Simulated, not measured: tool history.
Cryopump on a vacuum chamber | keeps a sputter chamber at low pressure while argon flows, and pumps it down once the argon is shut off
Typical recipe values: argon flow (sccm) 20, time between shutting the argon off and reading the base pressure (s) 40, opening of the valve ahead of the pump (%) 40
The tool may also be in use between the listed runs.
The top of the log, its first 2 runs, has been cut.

run   hour  argon flow (sccm)  time between shutting the argon off and reading the base pressure (s)  opening of the valve ahead of the pump (%)  pressure while argon flows (Pa)  pressure after the wait (uPa)
  3     54                 20                                                                     40                                          40                           0.0773                            3.6
  4   74.4                 20                                                                     40                                          40                           0.0773                           3.67
  5    115                 20                                                                     40                                          48                           0.0649                           3.69
  6  134.6                 20                                                                     40                                          48                           0.0656                           3.63
  7    153                 20                                                                     40                                          48                           0.0653                           3.69
  8  191.7                 20                                                                     40                                          48                           0.0658                            3.7
  9  219.1                 20                                                                     61                                          48                           0.0667                           2.98
 10  249.6                 20                                                                     61                                          48                           0.0666                           2.91
 11  272.9                 20                                                                     67                                          48                           0.0668                           2.77
 12    292                 20                                                                     40                                          40                             0.08                           3.98
 13  320.2                 20                                                                     40                                          40                             0.08                           3.87
 14  345.5                 20                                                                     40                                          45                           0.0724                           3.91
 15    366                 20                                                                     40                                          45                           0.0724                           3.82
 16  395.4                 20                                                                     40                                          45                            0.073                           3.98
 17  419.4                 20                                                                     40                                          45                            0.074                           3.99
 18  445.4                 21                                                                     40                                          43                             0.08                           3.94
 19  463.4                 21                                                                     43                                          21                            0.158                           3.81
 20  502.1                 16                                                                     40                                          23                           0.1111                           4.04
 21  524.6                 16                                                                     40                                          23                           0.1118                           4.11
 22  547.9                 20                                                                     28                                          17                           0.1836                           5.21
 23    574                 20                                                                     28                                          17                           0.1857                           5.17
 24    602                 20                                                                     28                                          17                           0.1862                            5.2
 25  625.1                 37                                                                     28                                          17                           0.3435                           5.16
       633  -- pump warmed up, emptied and cooled again
 26  653.4                 37                                                                     28                                          17                           0.3329                           4.75
 27  689.7                 34                                                                     93                                          17                           0.3027                           2.36

Estimate the outcome of run 28 from the log above:
 28  722.5                 34                                                                     93                                          17                                ?                              ?

pressure while argon flows (Pa): 0.3022
pressure after the wait (uPa): 2.36
On a tool with no hidden condition, and with the same random variation, this run would have come out at pressure while argon flows (Pa) 0.3001, pressure after the wait (uPa) 1.29.
